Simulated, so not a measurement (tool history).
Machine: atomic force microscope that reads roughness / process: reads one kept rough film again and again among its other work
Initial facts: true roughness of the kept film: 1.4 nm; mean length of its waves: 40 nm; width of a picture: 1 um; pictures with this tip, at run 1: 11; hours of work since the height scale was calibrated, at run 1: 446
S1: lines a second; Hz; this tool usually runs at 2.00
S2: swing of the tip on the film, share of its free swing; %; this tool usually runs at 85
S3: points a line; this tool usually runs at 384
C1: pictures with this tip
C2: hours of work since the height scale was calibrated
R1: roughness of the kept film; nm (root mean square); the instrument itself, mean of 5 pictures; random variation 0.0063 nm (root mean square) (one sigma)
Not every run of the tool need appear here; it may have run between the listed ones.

| run | hour | S1 | S2 | S3 | C1 | C2 | R1 |
|---|---|---|---|---|---|---|---|
| 1 | 0.0 | 2.00 | 85 | 384 | 11 | 446 | 1.228 |
| 2 | 19.0 | 2.00 | 85 | 384 | 41 | 454 | 1.214 |
| 3 | 43.9 | 2.00 | 85 | 384 | 79 | 466 | 1.208 |
| 4 | 57.7 | 2.00 | 85 | 384 | 101 | 472 | 1.204 |
| 5 | 81.1 | 2.00 | 74 | 384 | 137 | 482 | 1.246 |
| 6 | 104.2 | 2.00 | 74 | 384 | 173 | 492 | 1.244 |
| 7 | 128.2 | 2.00 | 74 | 384 | 210 | 503 | 1.223 |
| 8 | 143.0 | 2.00 | 74 | 384 | 233 | 510 | 1.220 |
| 9 | 160.3 | 2.00 | 74 | 384 | 260 | 518 | 1.236 |
| 10 | 178.3 | 2.00 | 85 | 384 | 288 | 526 | 1.150 |
|  | 182.5 | new tip fitted |
| 11 | 202.9 | 2.00 | 85 | 384 | 32 | 536 | 1.210 |
| 12 | 226.2 | 2.00 | 85 | 384 | 68 | 547 | 1.212 |
| 13 | 242.4 | 2.00 | 85 | 384 | 93 | 554 | 1.208 |
| 14 | 267.0 | 2.00 | 85 | 384 | 131 | 565 | 1.188 |
| 15 | 289.7 | 2.00 | 85 | 384 | 166 | 575 | 1.189 |
| 16 | 315.3 | 2.00 | 85 | 384 | 206 | 587 | 1.175 |
| 17 | 338.5 | 2.00 | 85 | 384 | 242 | 597 | 1.170 |
| 18 | 358.4 | 2.00 | 85 | 384 | 273 | 606 | 1.157 |
|  | 373.9 | new tip fitted |
| 19 | 377.6 | 2.00 | 85 | 384 | 5 | 614 | 1.221 |
| 20 | 400.1 | 2.00 | 85 | 384 | 40 | 624 | 1.215 |
| 21 | 419.8 | 2.00 | 85 | 384 | 71 | 633 | 1.212 |
| 22 | 441.3 | 2.00 | 85 | 384 | 104 | 643 | 1.201 |
| 23 | 461.0 | 2.00 | 85 | 384 | 135 | 652 | 1.199 |
| 24 | 478.6 | 2.00 | 85 | 384 | 162 | 659 | 1.186 |
| 25 | 497.6 | 0.70 | 75 | 472 | 192 | 668 | 1.290 |
| 26 | 519.4 | 0.70 | 75 | 472 | 226 | 678 | 1.286 |
| 27 | 543.8 | 0.83 | 79 | 677 | 264 | 689 | 1.272 |
|  | 546.2 | height scale calibrated on a step standard |
|  | 565.8 | new tip fitted |
| 28 | 567.9 | 0.95 | 65 | 555 | 4 | 10 | 1.376 |
| 29 | 592.3 | 1.57 | 65 | 848 | 42 | 20 | 1.332 |
|  | 610.4 | height scale calibrated on a step standard, once more |
| 30 | 616.4 | 2.00 | 85 | 326 | 77 | 3 | 1.195 |
| 31 | 637.0 | 0.76 | 85 | 550 | 109 | 12 | 1.266 |
| 32 | 656.6 | 1.40 | 85 | 260 | 140 | 21 | 1.220 |
| 33 | 673.5 | 2.00 | 64 | 644 | 166 | 28 | 1.276 |
| 34 | 693.1 | 0.93 | 83 | 663 | 197 | 37 | 1.246 |
| 35 | 705.6 | 1.07 | 85 | 384 | 216 | 43 | 1.226 |
| 36 | 731.1 | 3.23 | 71 | 384 | 256 | 54 | 1.181 |
| 37 | 754.5 | 3.23 | 71 | 384 | 292 | 64 | 1.173 |
|  | 756.8 | new tip fitted |
| 38 | 777.7 | 3.23 | 71 | 384 | 32 | 75 | 1.233 |
| 39 | 799.5 | 1.87 | 73 | 384 | 66 | 84 | 1.267 |
| 40 | 824.4 | 1.87 | 73 | 384 | 105 | 95 | 1.259 |
| 41 | 851.1 | 3.96 | 72 | 324 | 146 | 107 | 1.184 |
| 42 | 864.2 | 2.81 | 78 | 384 | 167 | 113 | 1.178 |
| 43 | 877.4 | 0.57 | 71 | 384 | 187 | 119 | 1.296 |
| 44 | 890.6 | 0.57 | 71 | 384 | 208 | 125 | 1.289 |
| 45 | 905.8 | 0.57 | 71 | 384 | 231 | 132 | 1.284 |
| 46 | 931.6 | 2.00 | 66 | 384 | 271 | 143 | 1.233 |
|  | 948.0 | new tip fitted |
| 47 | 952.2 | 0.69 | 86 | 638 | 7 | 152 | 1.318 |

Forecast each of these 5 alternatives for the next run:
| A | 968.6 | 2.00 | 85 | 352 | 32 | 160 | ? |
| B | 968.6 | 2.00 | 55 | 646 | 32 | 160 | ? |
| C | 968.6 | 2.60 | 86 | 373 | 32 | 160 | ? |
| D | 968.6 | 3.91 | 85 | 384 | 32 | 160 | ? |
| E | 968.6 | 0.69 | 68 | 594 | 32 | 160 | ? |

| run | R1 |
|---|---|
| A | 1.206 |
| B | 1.331 |
| C | 1.161 |
| D | 1.094 |
| E | 1.338 |
Had the tool no hidden state, the same runs would have come out as:
| run | R1 |
|---|---|
| A | 1.212 |
| B | 1.337 |
| C | 1.167 |
| D | 1.099 |
| E | 1.345 |

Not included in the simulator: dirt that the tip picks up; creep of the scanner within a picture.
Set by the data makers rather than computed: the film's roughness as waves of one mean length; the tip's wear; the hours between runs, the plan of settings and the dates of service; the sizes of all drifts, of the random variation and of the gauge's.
